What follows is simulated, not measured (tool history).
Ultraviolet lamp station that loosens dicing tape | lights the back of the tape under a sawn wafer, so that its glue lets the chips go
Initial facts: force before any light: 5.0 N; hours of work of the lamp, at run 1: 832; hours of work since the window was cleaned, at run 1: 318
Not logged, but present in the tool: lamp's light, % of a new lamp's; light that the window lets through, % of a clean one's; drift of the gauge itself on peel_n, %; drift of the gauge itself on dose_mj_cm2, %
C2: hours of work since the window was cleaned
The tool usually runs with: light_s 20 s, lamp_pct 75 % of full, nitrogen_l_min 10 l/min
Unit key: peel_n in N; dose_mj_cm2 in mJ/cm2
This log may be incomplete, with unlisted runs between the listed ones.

{"run": 1, "hour": 0.0, "light_s": 20, "lamp_pct": 75, "nitrogen_l_min": 10, "hours of work of the lamp": 832, "C2": 318, "peel_n": 0.902, "dose_mj_cm2": 254}
{"run": 2, "hour": 48.6, "light_s": 20, "lamp_pct": 75, "nitrogen_l_min": 10, "hours of work of the lamp": 856, "C2": 343, "peel_n": 0.92, "dose_mj_cm2": 244}
{"run": 3, "hour": 83.6, "light_s": 20, "lamp_pct": 75, "nitrogen_l_min": 10, "hours of work of the lamp": 874, "C2": 360, "peel_n": 0.98, "dose_mj_cm2": 239}
{"run": 4, "hour": 126.6, "light_s": 20, "lamp_pct": 75, "nitrogen_l_min": 10, "hours of work of the lamp": 896, "C2": 382, "peel_n": 0.994, "dose_mj_cm2": 240}
{"run": 5, "hour": 149.9, "light_s": 20, "lamp_pct": 75, "nitrogen_l_min": 10, "hours of work of the lamp": 908, "C2": 394, "peel_n": 1, "dose_mj_cm2": 240}
{"run": 6, "hour": 195.8, "light_s": 20, "lamp_pct": 75, "nitrogen_l_min": 10, "hours of work of the lamp": 931, "C2": 417, "peel_n": 1.027, "dose_mj_cm2": 234}
{"run": 7, "hour": 223.8, "light_s": 20, "lamp_pct": 75, "nitrogen_l_min": 10, "hours of work of the lamp": 945, "C2": 432, "peel_n": 0.972, "dose_mj_cm2": 234}
{"run": 8, "hour": 249.9, "light_s": 26, "lamp_pct": 75, "nitrogen_l_min": 10, "hours of work of the lamp": 959, "C2": 445, "peel_n": 0.687, "dose_mj_cm2": 309}
{"run": 9, "hour": 277.7, "light_s": 20, "lamp_pct": 75, "nitrogen_l_min": 10, "hours of work of the lamp": 973, "C2": 459, "peel_n": 1.031, "dose_mj_cm2": 229}
{"run": 10, "hour": 322.0, "light_s": 20, "lamp_pct": 75, "nitrogen_l_min": 7, "hours of work of the lamp": 995, "C2": 481, "peel_n": 1.297, "dose_mj_cm2": 222}
{"run": 11, "hour": 356.1, "light_s": 20, "lamp_pct": 75, "nitrogen_l_min": 7, "hours of work of the lamp": 1012, "C2": 499, "peel_n": 1.305, "dose_mj_cm2": 223}
{"run": 12, "hour": 387.2, "light_s": 39, "lamp_pct": 99, "nitrogen_l_min": 18, "hours of work of the lamp": 1028, "C2": 515, "peel_n": 0.172, "dose_mj_cm2": 573}
{"run": 13, "hour": 416.9, "light_s": 23, "lamp_pct": 75, "nitrogen_l_min": 3, "hours of work of the lamp": 1043, "C2": 530, "peel_n": 1.665, "dose_mj_cm2": 245}
{"run": 14, "hour": 448.3, "light_s": 27, "lamp_pct": 75, "nitrogen_l_min": 14, "hours of work of the lamp": 1059, "C2": 546, "peel_n": 0.572, "dose_mj_cm2": 293}
{"run": 15, "hour": 500.1, "light_s": 27, "lamp_pct": 75, "nitrogen_l_min": 14, "hours of work of the lamp": 1086, "C2": 572, "peel_n": 0.613, "dose_mj_cm2": 283}
{"run": 16, "hour": 546.3, "light_s": 10, "lamp_pct": 75, "nitrogen_l_min": 20, "hours of work of the lamp": 1109, "C2": 595, "peel_n": 2.002, "dose_mj_cm2": 106}
{"hour": 568.2, "done": "window cleaned of glue's vapour"}
{"run": 17, "hour": 583.1, "light_s": 10, "lamp_pct": 75, "nitrogen_l_min": 20, "hours of work of the lamp": 1128, "C2": 8, "peel_n": 1.838, "dose_mj_cm2": 111}
{"run": 18, "hour": 610.2, "light_s": 13, "lamp_pct": 88, "nitrogen_l_min": 10, "hours of work of the lamp": 1141, "C2": 21, "peel_n": 1.489, "dose_mj_cm2": 176}

What if the next run were any one of these 3? Each begins from the tool's condition after run 18:
{"run": "A", "hour": 634.5, "light_s": 20, "lamp_pct": 75, "nitrogen_l_min": 13, "hours of work of the lamp": 1154, "C2": 34, "peel_n": "?", "dose_mj_cm2": "?"}
{"run": "B", "hour": 634.5, "light_s": 13, "lamp_pct": 75, "nitrogen_l_min": 10, "hours of work of the lamp": 1154, "C2": 34, "peel_n": "?", "dose_mj_cm2": "?"}
{"run": "C", "hour": 634.5, "light_s": 33, "lamp_pct": 88, "nitrogen_l_min": 9, "hours of work of the lamp": 1154, "C2": 34, "peel_n": "?", "dose_mj_cm2": "?"}

run=A peel_n=0.914 dose_mj_cm2=226
run=B peel_n=1.759 dose_mj_cm2=149
run=C peel_n=0.368 dose_mj_cm2=433
With the hidden condition removed and each run's random variation left untouched, the same runs would have given:
run=A peel_n=0.376 dose_mj_cm2=372
run=B peel_n=0.949 dose_mj_cm2=244
run=C peel_n=0.169 dose_mj_cm2=715
